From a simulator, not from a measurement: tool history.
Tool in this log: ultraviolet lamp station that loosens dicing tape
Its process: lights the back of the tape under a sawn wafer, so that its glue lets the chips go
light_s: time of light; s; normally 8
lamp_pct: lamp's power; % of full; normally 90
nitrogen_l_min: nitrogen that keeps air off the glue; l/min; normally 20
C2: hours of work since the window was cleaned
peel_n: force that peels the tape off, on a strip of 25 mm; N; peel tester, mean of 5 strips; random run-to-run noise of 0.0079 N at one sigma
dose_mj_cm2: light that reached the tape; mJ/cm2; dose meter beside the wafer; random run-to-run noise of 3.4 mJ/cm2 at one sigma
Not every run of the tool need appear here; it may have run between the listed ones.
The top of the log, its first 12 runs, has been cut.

run 13 hour=145.8 | light_s=8 lamp_pct=76 nitrogen_l_min=20 | hours_of_work_of_the_lamp=460 C2=88 | peel_n=0.442 dose_mj_cm2=412
run 14 hour=153.5 | light_s=8 lamp_pct=76 nitrogen_l_min=20 | hours_of_work_of_the_lamp=465 C2=93 | peel_n=0.428 dose_mj_cm2=419
run 15 hour=163.6 | light_s=8 lamp_pct=76 nitrogen_l_min=25 | hours_of_work_of_the_lamp=472 C2=100 | peel_n=0.388 dose_mj_cm2=411
run 16 hour=172.9 | light_s=9 lamp_pct=90 nitrogen_l_min=20 | hours_of_work_of_the_lamp=478 C2=106 | peel_n=0.312 dose_mj_cm2=554
run 17 hour=189.0 | light_s=9 lamp_pct=90 nitrogen_l_min=20 | hours_of_work_of_the_lamp=489 C2=118 | peel_n=0.321 dose_mj_cm2=550
run 18 hour=201.6 | light_s=9 lamp_pct=90 nitrogen_l_min=20 | hours_of_work_of_the_lamp=498 C2=126 | peel_n=0.292 dose_mj_cm2=544
run 19 hour=213.6 | light_s=9 lamp_pct=90 nitrogen_l_min=20 | hours_of_work_of_the_lamp=506 C2=134 | peel_n=0.322 dose_mj_cm2=542
run 20 hour=228.5 | light_s=6 lamp_pct=90 nitrogen_l_min=20 | hours_of_work_of_the_lamp=517 C2=145 | peel_n=0.557 dose_mj_cm2=360
run 21 hour=237.0 | light_s=6 lamp_pct=90 nitrogen_l_min=20 | hours_of_work_of_the_lamp=522 C2=151 | peel_n=0.544 dose_mj_cm2=361
run 22 hour=251.3 | light_s=10 lamp_pct=90 nitrogen_l_min=20 | hours_of_work_of_the_lamp=532 C2=160 | peel_n=0.287 dose_mj_cm2=594
run 23 hour=267.4 | light_s=12 lamp_pct=89 nitrogen_l_min=11 | hours_of_work_of_the_lamp=543 C2=171 | peel_n=0.293 dose_mj_cm2=701
run 24 hour=282.0 | light_s=12 lamp_pct=89 nitrogen_l_min=11 | hours_of_work_of_the_lamp=553 C2=181 | peel_n=0.294 dose_mj_cm2=704
run 25 hour=290.5 | light_s=4 lamp_pct=63 nitrogen_l_min=18 | hours_of_work_of_the_lamp=559 C2=187 | peel_n=1.587 dose_mj_cm2=163
run 26 hour=299.0 | light_s=10 lamp_pct=75 nitrogen_l_min=16 | hours_of_work_of_the_lamp=565 C2=193 | peel_n=0.393 dose_mj_cm2=489
run 27 hour=311.5 | light_s=5 lamp_pct=90 nitrogen_l_min=8 | hours_of_work_of_the_lamp=574 C2=202 | peel_n=1.140 dose_mj_cm2=291

Run 28 is up next; what results do you expect?
run 28 hour=322.2 | light_s=11 lamp_pct=68 nitrogen_l_min=22 | hours_of_work_of_the_lamp=581 C2=209 | peel_n=? dose_mj_cm2=?

peel_n: 0.353 N
dose_mj_cm2: 484 mJ/cm2
On a tool with no hidden condition, and with the same random variation, this run would have come out at peel_n 0.293 N, dose_mj_cm2 579 mJ/cm2.
